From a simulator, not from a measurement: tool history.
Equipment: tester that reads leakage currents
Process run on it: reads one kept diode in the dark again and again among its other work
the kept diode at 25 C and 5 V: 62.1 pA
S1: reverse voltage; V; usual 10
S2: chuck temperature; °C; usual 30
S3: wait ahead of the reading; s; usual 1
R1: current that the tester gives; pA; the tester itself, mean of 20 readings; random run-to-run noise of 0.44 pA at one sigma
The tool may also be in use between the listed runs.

{"run": 1, "hour": 0.0, "S1": 10, "S2": 30, "S3": 1, "R1": 153.73}
{"run": 2, "hour": 21.2, "S1": 10, "S2": 30, "S3": 1, "R1": 153.28}
{"run": 3, "hour": 35.6, "S1": 10, "S2": 30, "S3": 1, "R1": 153.59}
{"run": 4, "hour": 58.2, "S1": 10, "S2": 30, "S3": 1, "R1": 153.47}
{"run": 5, "hour": 72.1, "S1": 10, "S2": 30, "S3": 1, "R1": 154}
{"run": 6, "hour": 100.1, "S1": 6.5, "S2": 30, "S3": 1, "R1": 120.06}
{"run": 7, "hour": 124.4, "S1": 2.7, "S2": 30, "S3": 1, "R1": 72.4}
{"run": 8, "hour": 155.9, "S1": 2.7, "S2": 30, "S3": 1, "R1": 72.88}
{"hour": 160.9, "done": "probe card cleaned and baked"}
{"run": 9, "hour": 179.2, "S1": 10, "S2": 41, "S3": 1, "R1": 381.56}
{"run": 10, "hour": 198.6, "S1": 10, "S2": 41, "S3": 1, "R1": 380.98}
{"run": 11, "hour": 231.8, "S1": 10, "S2": 30, "S3": 1, "R1": 158.84}
{"run": 12, "hour": 250.5, "S1": 7, "S2": 30, "S3": 2.11, "R1": 127.45}
{"run": 13, "hour": 270.0, "S1": 16.6, "S2": 34, "S3": 2.81, "R1": 291.57}
{"run": 14, "hour": 297.9, "S1": 2, "S2": 22, "S3": 2.81, "R1": 31.58}
{"hour": 317.6, "done": "probe card cleaned and baked, once more"}
{"run": 15, "hour": 332.2, "S1": 2, "S2": 51, "S3": 4.88, "R1": 344.42}
{"run": 16, "hour": 348.4, "S1": 12.9, "S2": 30, "S3": 1, "R1": 159.61}
{"run": 17, "hour": 364.6, "S1": 7.5, "S2": 20, "S3": 0.84, "R1": 48.35}
{"run": 18, "hour": 384.2, "S1": 6.6, "S2": 57, "S3": 0.33, "R1": 1053.69}
{"run": 19, "hour": 413.0, "S1": 6.6, "S2": 57, "S3": 0.33, "R1": 1046.66}
{"run": 20, "hour": 436.9, "S1": 3.8, "S2": 49, "S3": 3.23, "R1": 414.26}
{"run": 21, "hour": 458.3, "S1": 10, "S2": 30, "S3": 0.42, "R1": 144.78}

Had the tool no unlogged condition, and each run kept its random variation, what would the results have been?
Unlogged tool condition in this case: stray current of the dirty probe card, pA a volt; current scale over the true one, %; true chuck temperature over the reading, C; drift of the gauge itself on leakage_pa, %.
run=1 R1=145.64
run=2 R1=145.16
run=3 R1=145.4
run=4 R1=145.21
run=5 R1=145.66
run=6 R1=115.34
run=7 R1=71.3
run=8 R1=71.77
run=9 R1=375.84
run=10 R1=375.3
run=11 R1=145.28
run=12 R1=118.64
run=13 R1=269.75
run=14 R1=28.9
run=15 R1=357.05
run=16 R1=166.04
run=17 R1=50.24
run=18 R1=1091.28
run=19 R1=1084.45
run=20 R1=430.28
run=21 R1=150.1

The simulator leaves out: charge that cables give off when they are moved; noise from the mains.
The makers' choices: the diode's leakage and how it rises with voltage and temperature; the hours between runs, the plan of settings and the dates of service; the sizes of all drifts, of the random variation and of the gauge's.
